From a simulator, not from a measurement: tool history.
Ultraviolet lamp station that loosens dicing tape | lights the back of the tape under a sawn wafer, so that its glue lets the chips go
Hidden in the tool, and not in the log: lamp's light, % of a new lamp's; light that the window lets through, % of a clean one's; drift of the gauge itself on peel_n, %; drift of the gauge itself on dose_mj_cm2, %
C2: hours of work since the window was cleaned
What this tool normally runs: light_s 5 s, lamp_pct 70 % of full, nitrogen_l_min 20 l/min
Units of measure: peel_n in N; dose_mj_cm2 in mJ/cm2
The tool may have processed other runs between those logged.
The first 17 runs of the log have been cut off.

{"run": 18, "hour": 436.7, "light_s": 5, "lamp_pct": 70, "nitrogen_l_min": 20, "hours of work of the lamp": 902, "C2": 123, "peel_n": 0.867, "dose_mj_cm2": 195}
{"run": 19, "hour": 472.6, "light_s": 5, "lamp_pct": 70, "nitrogen_l_min": 7, "hours of work of the lamp": 924, "C2": 145, "peel_n": 1.771, "dose_mj_cm2": 191}
{"run": 20, "hour": 501.7, "light_s": 5, "lamp_pct": 70, "nitrogen_l_min": 7, "hours of work of the lamp": 942, "C2": 163, "peel_n": 1.882, "dose_mj_cm2": 192}
{"run": 21, "hour": 526.5, "light_s": 5, "lamp_pct": 70, "nitrogen_l_min": 7, "hours of work of the lamp": 957, "C2": 178, "peel_n": 1.859, "dose_mj_cm2": 194}
{"run": 22, "hour": 541.3, "light_s": 5, "lamp_pct": 60, "nitrogen_l_min": 20, "hours of work of the lamp": 966, "C2": 187, "peel_n": 1.273, "dose_mj_cm2": 159}
{"run": 23, "hour": 570.7, "light_s": 4, "lamp_pct": 60, "nitrogen_l_min": 22, "hours of work of the lamp": 983, "C2": 205, "peel_n": 1.798, "dose_mj_cm2": 126}
{"run": 24, "hour": 590.7, "light_s": 4, "lamp_pct": 60, "nitrogen_l_min": 22, "hours of work of the lamp": 996, "C2": 217, "peel_n": 1.821, "dose_mj_cm2": 133}
{"run": 25, "hour": 618.0, "light_s": 4, "lamp_pct": 60, "nitrogen_l_min": 22, "hours of work of the lamp": 1012, "C2": 233, "peel_n": 1.855, "dose_mj_cm2": 127}
{"run": 26, "hour": 646.9, "light_s": 3, "lamp_pct": 78, "nitrogen_l_min": 20, "hours of work of the lamp": 1030, "C2": 251, "peel_n": 2.022, "dose_mj_cm2": 122}
{"run": 27, "hour": 672.9, "light_s": 3, "lamp_pct": 78, "nitrogen_l_min": 20, "hours of work of the lamp": 1045, "C2": 266, "peel_n": 2.068, "dose_mj_cm2": 122}
{"run": 28, "hour": 705.7, "light_s": 3, "lamp_pct": 78, "nitrogen_l_min": 20, "hours of work of the lamp": 1065, "C2": 286, "peel_n": 2.115, "dose_mj_cm2": 119}
{"run": 29, "hour": 739.5, "light_s": 6, "lamp_pct": 78, "nitrogen_l_min": 20, "hours of work of the lamp": 1086, "C2": 307, "peel_n": 0.573, "dose_mj_cm2": 240}
{"run": 30, "hour": 767.4, "light_s": 6, "lamp_pct": 78, "nitrogen_l_min": 20, "hours of work of the lamp": 1103, "C2": 324, "peel_n": 0.566, "dose_mj_cm2": 237}
{"hour": 783.4, "done": "window cleaned of glue's vapour"}
{"run": 31, "hour": 785.6, "light_s": 3, "lamp_pct": 64, "nitrogen_l_min": 9, "hours of work of the lamp": 1113, "C2": 1, "peel_n": 3.277, "dose_mj_cm2": 111}
{"run": 32, "hour": 804.5, "light_s": 3, "lamp_pct": 64, "nitrogen_l_min": 14, "hours of work of the lamp": 1125, "C2": 13, "peel_n": 2.805, "dose_mj_cm2": 108}
{"run": 33, "hour": 819.9, "light_s": 3, "lamp_pct": 64, "nitrogen_l_min": 14, "hours of work of the lamp": 1134, "C2": 22, "peel_n": 2.78, "dose_mj_cm2": 106}
{"run": 34, "hour": 850.1, "light_s": 3, "lamp_pct": 71, "nitrogen_l_min": 7, "hours of work of the lamp": 1153, "C2": 40, "peel_n": 3.259, "dose_mj_cm2": 117}
{"run": 35, "hour": 868.2, "light_s": 5, "lamp_pct": 85, "nitrogen_l_min": 20, "hours of work of the lamp": 1164, "C2": 51, "peel_n": 0.606, "dose_mj_cm2": 233}
{"run": 36, "hour": 896.0, "light_s": 5, "lamp_pct": 85, "nitrogen_l_min": 20, "hours of work of the lamp": 1180, "C2": 68, "peel_n": 0.613, "dose_mj_cm2": 237}
{"run": 37, "hour": 929.1, "light_s": 7, "lamp_pct": 66, "nitrogen_l_min": 6, "hours of work of the lamp": 1200, "C2": 88, "peel_n": 1.336, "dose_mj_cm2": 249}
{"run": 38, "hour": 945.6, "light_s": 7, "lamp_pct": 66, "nitrogen_l_min": 6, "hours of work of the lamp": 1210, "C2": 98, "peel_n": 1.337, "dose_mj_cm2": 250}
{"run": 39, "hour": 969.5, "light_s": 7, "lamp_pct": 66, "nitrogen_l_min": 6, "hours of work of the lamp": 1225, "C2": 113, "peel_n": 1.379, "dose_mj_cm2": 245}
{"run": 40, "hour": 988.2, "light_s": 7, "lamp_pct": 66, "nitrogen_l_min": 6, "hours of work of the lamp": 1236, "C2": 124, "peel_n": 1.33, "dose_mj_cm2": 246}
{"run": 41, "hour": 1009.5, "light_s": 10, "lamp_pct": 62, "nitrogen_l_min": 8, "hours of work of the lamp": 1249, "C2": 137, "peel_n": 0.595, "dose_mj_cm2": 330}
{"run": 42, "hour": 1026.8, "light_s": 4, "lamp_pct": 64, "nitrogen_l_min": 37, "hours of work of the lamp": 1260, "C2": 148, "peel_n": 1.335, "dose_mj_cm2": 132}

Predict each of these 3 candidate next runs independently; none follows another, all start after run 42:
{"run": "A", "hour": 1061.0, "light_s": 4, "lamp_pct": 93, "nitrogen_l_min": 37, "hours of work of the lamp": 1280, "C2": 168, "peel_n": "?", "dose_mj_cm2": "?"}
{"run": "B", "hour": 1061.0, "light_s": 4, "lamp_pct": 70, "nitrogen_l_min": 20, "hours of work of the lamp": 1280, "C2": 168, "peel_n": "?", "dose_mj_cm2": "?"}
{"run": "C", "hour": 1061.0, "light_s": 5, "lamp_pct": 74, "nitrogen_l_min": 8, "hours of work of the lamp": 1280, "C2": 168, "peel_n": "?", "dose_mj_cm2": "?"}

run=A peel_n=0.644 dose_mj_cm2=192
run=B peel_n=1.558 dose_mj_cm2=148
run=C peel_n=1.719 dose_mj_cm2=192
What these runs would have given with no unlogged condition in the tool:
run=A peel_n=0.319 dose_mj_cm2=252
run=B peel_n=0.947 dose_mj_cm2=193
run=C peel_n=1.068 dose_mj_cm2=251

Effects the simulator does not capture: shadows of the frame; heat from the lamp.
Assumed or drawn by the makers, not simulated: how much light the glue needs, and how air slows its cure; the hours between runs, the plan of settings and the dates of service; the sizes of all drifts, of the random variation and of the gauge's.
